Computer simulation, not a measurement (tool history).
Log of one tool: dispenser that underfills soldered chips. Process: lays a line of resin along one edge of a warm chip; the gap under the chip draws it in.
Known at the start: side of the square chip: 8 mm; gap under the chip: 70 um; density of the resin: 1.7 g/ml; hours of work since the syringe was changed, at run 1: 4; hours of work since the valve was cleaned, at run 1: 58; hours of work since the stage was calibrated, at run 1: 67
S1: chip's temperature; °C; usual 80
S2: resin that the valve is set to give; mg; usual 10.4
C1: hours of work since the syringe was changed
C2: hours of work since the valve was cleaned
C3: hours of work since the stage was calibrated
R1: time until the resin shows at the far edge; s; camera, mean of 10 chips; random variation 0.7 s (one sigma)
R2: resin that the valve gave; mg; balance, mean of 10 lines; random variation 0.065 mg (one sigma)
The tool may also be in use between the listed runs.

Run 1, hour 0.0: usual settings; C1 4; C2 58; C3 67. Result: R1 91.4 s, R2 9.94 mg.
At hour 7.3: new syringe of resin.
Run 2, hour 13.9: usual settings but S1 95 °C; C1 5; C2 68; C3 77. Result: R1 53.5 s, R2 9.65 mg.
At hour 19.3: new syringe of resin.
Run 3, hour 28.2: usual settings but S1 95 °C; C1 6; C2 78; C3 87. Result: R1 60.9 s, R2 9.66 mg.
At hour 31.1: new syringe of resin.
Run 4, hour 38.4: usual settings but S2 11.8 mg; C1 5; C2 85; C3 94. Result: R1 105.2 s, R2 10.91 mg.
At hour 43.5: new syringe of resin.
Run 5, hour 49.3: usual settings but S2 11.8 mg; C1 4; C2 93; C3 102. Result: R1 95.6 s, R2 10.75 mg.
At hour 55.8: new syringe of resin.
Run 6, hour 61.3: usual settings but S2 11.8 mg; C1 4; C2 101; C3 110. Result: R1 93.5 s, R2 10.74 mg.
At hour 68.6: new syringe of resin.
Run 7, hour 74.9: usual settings but S2 11.9 mg; C1 4; C2 110; C3 119. Result: R1 98.3 s, R2 10.67 mg.
At hour 81.0: new syringe of resin.
Run 8, hour 84.7: usual settings but S2 11.9 mg; C1 3; C2 117; C3 126. Result: R1 84.4 s, R2 10.49 mg.
Run 9, hour 91.8: usual settings but S1 76 °C, S2 11.9 mg; C1 8; C2 122; C3 131. Result: R1 159.4 s, R2 10.38 mg.
At hour 93.0: new syringe of resin.
Run 10, hour 101.0: usual settings but S2 9.9 mg; C1 6; C2 129; C3 138. Result: R1 116.6 s, R2 8.50 mg.
At hour 104.8: dispensing valve cleaned and set on the balance.
At hour 106.5: new syringe of resin.
Run 11, hour 109.7: usual settings but S2 9.9 mg; C1 2; C2 3; C3 143. Result: R1 83.3 s, R2 9.89 mg.
At hour 118.3: new syringe of resin.
Run 12, hour 124.5: usual settings but S2 9.9 mg; C1 4; C2 14; C3 153. Result: R1 100.0 s, R2 9.72 mg.
At hour 130.5: new syringe of resin.
Run 13, hour 134.3: usual settings but S2 9.9 mg; C1 3; C2 20; C3 160. Result: R1 88.2 s, R2 9.62 mg.
At hour 142.9: new syringe of resin.
Run 14, hour 149.5: usual settings but S2 9.9 mg; C1 5; C2 31; C3 170. Result: R1 101.7 s, R2 9.53 mg.
At hour 154.9: new syringe of resin.
Run 15, hour 157.4: usual settings but S2 9.9 mg; C1 2; C2 36; C3 176. Result: R1 83.8 s, R2 9.55 mg.
At hour 167.1: new syringe of resin.
Run 16, hour 171.5: usual settings but S1 74 °C; C1 3; C2 46; C3 186. Result: R1 120.5 s, R2 9.94 mg.
At hour 178.8: new syringe of resin.
Run 17, hour 184.3: usual settings but S1 74 °C; C1 4; C2 55; C3 195. Result: R1 129.2 s, R2 9.82 mg.
At hour 190.8: new syringe of resin.
Run 18, hour 196.3: usual settings but S1 74 °C; C1 4; C2 63; C3 203. Result: R1 128.4 s, R2 9.67 mg.
At hour 203.1: new syringe of resin.
Run 19, hour 209.9: usual settings but S1 92 °C, S2 11.9 mg; C1 5; C2 73; C3 212. Result: R1 58.4 s, R2 10.97 mg.
At hour 215.6: new syringe of resin.
Run 20, hour 219.2: usual settings but S1 92 °C, S2 11.9 mg; C1 3; C2 79; C3 219. Result: R1 48.6 s, R2 10.99 mg.
At hour 227.9: new syringe of resin.
Run 21, hour 229.2: usual settings but S2 11.4 mg; C1 1; C2 86; C3 226. Result: R1 74.3 s, R2 10.47 mg.
Run 22, hour 236.1: usual settings but S2 11.4 mg; C1 6; C2 91; C3 231. Result: R1 114.9 s, R2 10.42 mg.
At hour 239.7: new syringe of resin.
Run 23, hour 244.8: usual settings but S2 11.4 mg; C1 4; C2 97; C3 237. Result: R1 95.0 s, R2 10.33 mg.
At hour 251.7: new syringe of resin.
Run 24, hour 255.1: usual settings but S2 11.4 mg; C1 2; C2 104; C3 244. Result: R1 82.4 s, R2 10.31 mg.
At hour 263.4: new syringe of resin.
Run 25, hour 269.1: usual settings but S2 11.4 mg; C1 4; C2 114; C3 253. Result: R1 99.7 s, R2 10.22 mg.
At hour 275.6: new syringe of resin.
Run 26, hour 277.7: usual settings but S2 11.4 mg; C1 2; C2 120; C3 259. Result: R1 79.5 s, R2 10.00 mg.
Run 27, hour 286.1: usual settings but S1 85 °C, S2 11.4 mg; C1 7; C2 126; C3 265. Result: R1 105.0 s, R2 10.08 mg.
At hour 287.6: new syringe of resin.
At hour 294.3: dispensing valve cleaned and set on the balance.
Run 28, hour 294.7: usual settings but S1 68 °C, S2 11.8 mg; C1 4; C2 0; C3 271. Result: R1 176.2 s, R2 11.80 mg.
At hour 301.3: new syringe of resin.
Run 29, hour 310.7: usual settings but S1 68 °C, S2 11.8 mg; C1 7; C2 11; C3 282. Result: R1 220.6 s, R2 11.74 mg.
At hour 313.0: new syringe of resin.
Run 30, hour 319.2: usual settings but S1 95 °C, S2 12.7 mg; C1 4; C2 17; C3 287. Result: R1 50.3 s, R2 12.44 mg.
At hour 325.1: new syringe of resin.
Run 31, hour 334.5: usual settings but S1 95 °C, S2 12.7 mg; C1 7; C2 28; C3 298. Result: R1 61.4 s, R2 12.16 mg.
At hour 337.1: new syringe of resin.
Run 32, hour 347.2: usual settings but S1 83 °C, S2 13.0 mg; C1 7; C2 37; C3 307. Result: R1 105.5 s, R2 12.52 mg.
At hour 349.8: new syringe of resin.
At hour 361.8: new syringe of resin.
Run 33, hour 361.8: usual settings but S1 93 °C, S2 11.1 mg; C1 0; C2 47; C3 317. Result: R1 37.7 s, R2 10.47 mg.
Run 34, hour 369.3: usual settings but S1 93 °C, S2 11.1 mg; C1 5; C2 52; C3 322. Result: R1 61.2 s, R2 10.47 mg.

Measured less the same run without the tool's hidden state. The same run-to-run variation is in both; the gauge's scatter may not be:
The hidden state here: resin's viscosity, % of fresh resin's; dose that the valve gives, % of what is set; true chip temperature over the reading, C; drift of the gauge itself on fill_s, %; drift of the gauge itself on given_mg, %.
run      R1     R2
  1   +28.1  -0.61
  2   +20.5  -0.70
  3   +28.8  -0.80
  4   +43.5  -0.99
  5   +33.6  -1.09
  6   +30.6  -1.18
  7   +36.5  -1.30
  8   +22.9  -1.38
  9   +85.1  -1.43
 10   +53.4  -1.25
 11   +18.6  -0.05
 12   +36.6  -0.14
 13   +23.4  -0.20
 14   +38.8  -0.31
 15   +17.5  -0.36
 16   +36.9  -0.48
 17   +45.7  -0.55
 18   +44.6  -0.63
 19   +23.4  -0.83
 20   +13.1  -0.90
 21   +12.0  -0.94
 22   +53.0  -0.98
 23   +32.9  -1.04
 24   +22.2  -1.12
 25   +37.5  -1.24
 26   +17.2  -1.30
 27   +56.3  -1.37
 28   +66.0  -0.03
 29  +108.7  -0.15
 30   +19.3  -0.23
 31   +30.4  -0.36
 32   +52.8  -0.49
 33    +3.0  -0.53
 34   +26.0  -0.58
